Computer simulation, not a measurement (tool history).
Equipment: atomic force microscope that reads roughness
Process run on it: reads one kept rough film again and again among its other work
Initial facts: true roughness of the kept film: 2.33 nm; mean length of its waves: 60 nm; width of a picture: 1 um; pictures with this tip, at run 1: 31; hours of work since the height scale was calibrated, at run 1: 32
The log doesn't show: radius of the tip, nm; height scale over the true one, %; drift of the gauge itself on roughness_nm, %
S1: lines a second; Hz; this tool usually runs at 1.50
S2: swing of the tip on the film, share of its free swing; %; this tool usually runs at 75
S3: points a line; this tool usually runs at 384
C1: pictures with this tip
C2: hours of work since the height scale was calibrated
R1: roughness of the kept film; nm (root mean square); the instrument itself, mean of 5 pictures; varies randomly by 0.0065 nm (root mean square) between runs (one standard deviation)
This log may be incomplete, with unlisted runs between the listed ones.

run 1 hour=0.0 | S1=1.50 S2=75 S3=384 | C1=31 C2=32 | R1=2.021
run 2 hour=9.9 | S1=1.50 S2=75 S3=384 | C1=45 C2=38 | R1=2.018
run 3 hour=19.8 | S1=1.44 S2=75 S3=384 | C1=59 C2=45 | R1=2.004
run 4 hour=35.3 | S1=1.50 S2=75 S3=384 | C1=81 C2=55 | R1=1.978
-- hour=49.8 new tip fitted
run 5 hour=54.8 | S1=1.50 S2=75 S3=960 | C1=7 C2=68 | R1=2.041
run 6 hour=67.2 | S1=1.52 S2=75 S3=384 | C1=24 C2=76 | R1=2.025
run 7 hour=84.4 | S1=2.65 S2=75 S3=384 | C1=49 C2=87 | R1=1.863
run 8 hour=101.8 | S1=0.50 S2=75 S3=384 | C1=73 C2=99 | R1=2.138
run 9 hour=114.0 | S1=1.50 S2=75 S3=392 | C1=91 C2=107 | R1=1.980
-- hour=121.7 new tip fitted
run 10 hour=129.6 | S1=1.50 S2=75 S3=384 | C1=11 C2=117 | R1=2.056
run 11 hour=144.5 | S1=1.50 S2=75 S3=384 | C1=32 C2=127 | R1=2.021
run 12 hour=162.2 | S1=1.50 S2=75 S3=384 | C1=57 C2=139 | R1=2.011
run 13 hour=172.2 | S1=1.50 S2=75 S3=384 | C1=71 C2=146 | R1=1.995
run 14 hour=183.7 | S1=1.50 S2=75 S3=384 | C1=88 C2=153 | R1=1.965
-- hour=193.0 new tip fitted
run 15 hour=203.1 | S1=1.27 S2=57 S3=384 | C1=14 C2=166 | R1=2.196
run 16 hour=216.1 | S1=0.51 S2=59 S3=618 | C1=33 C2=175 | R1=2.230
run 17 hour=230.0 | S1=1.21 S2=88 S3=880 | C1=52 C2=184 | R1=1.908
run 18 hour=242.3 | S1=1.21 S2=88 S3=854 | C1=70 C2=192 | R1=1.890
run 19 hour=259.8 | S1=1.13 S2=64 S3=642 | C1=95 C2=204 | R1=2.122
-- hour=265.2 new tip fitted
run 20 hour=278.7 | S1=0.56 S2=64 S3=642 | C1=19 C2=216 | R1=2.229
run 21 hour=293.5 | S1=2.56 S2=88 S3=574 | C1=40 C2=226 | R1=1.639
run 22 hour=311.8 | S1=2.56 S2=88 S3=574 | C1=65 C2=238 | R1=1.624
run 23 hour=321.3 | S1=1.07 S2=75 S3=384 | C1=79 C2=244 | R1=2.046
run 24 hour=331.2 | S1=1.07 S2=75 S3=384 | C1=93 C2=251 | R1=2.040
-- hour=336.8 new tip fitted
run 25 hour=344.9 | S1=1.50 S2=75 S3=655 | C1=12 C2=260 | R1=2.037
run 26 hour=356.0 | S1=1.86 S2=75 S3=588 | C1=27 C2=267 | R1=1.985
run 27 hour=369.9 | S1=1.19 S2=75 S3=347 | C1=47 C2=276 | R1=2.047
run 28 hour=381.8 | S1=2.84 S2=75 S3=375 | C1=64 C2=284 | R1=1.823

Take each entry between the runs: how does the hidden state at the last listed run before it differ from the hidden state at the first listed run after it?
After run 4, before run 5: new tip fitted (hour 49.8)
  radius of the tip, nm: 19.6 -> 6.2; height scale over the true one, %: -0.15 -> -0.16
  difference, measured minus the result without the unlogged condition, R1: -0.076 -> -0.010 nm (root mean square)
After run 9, before run 10: new tip fitted (hour 121.7)
  radius of the tip, nm: 20.1 -> 7.2; height scale over the true one, %: -0.18 -> -0.19
  difference, measured minus the result without the unlogged condition, R1: -0.079 -> -0.015 nm (root mean square)
After run 14, before run 15: new tip fitted (hour 193.0)
  radius of the tip, nm: 19.4 -> 7.4
  difference, measured minus the result without the unlogged condition, R1: -0.076 -> -0.018 nm (root mean square)
After run 19, before run 20: new tip fitted (hour 265.2)
  radius of the tip, nm: 20.5 -> 8.2; height scale over the true one, %: -0.25 -> -0.26
  difference, measured minus the result without the unlogged condition, R1: -0.088 -> -0.024 nm (root mean square)
After run 24, before run 25: new tip fitted (hour 336.8)
  radius of the tip, nm: 20.4 -> 7.7; height scale over the true one, %: -0.28 -> -0.29
  difference, measured minus the result without the unlogged condition, R1: -0.085 -> -0.020 nm (root mean square)

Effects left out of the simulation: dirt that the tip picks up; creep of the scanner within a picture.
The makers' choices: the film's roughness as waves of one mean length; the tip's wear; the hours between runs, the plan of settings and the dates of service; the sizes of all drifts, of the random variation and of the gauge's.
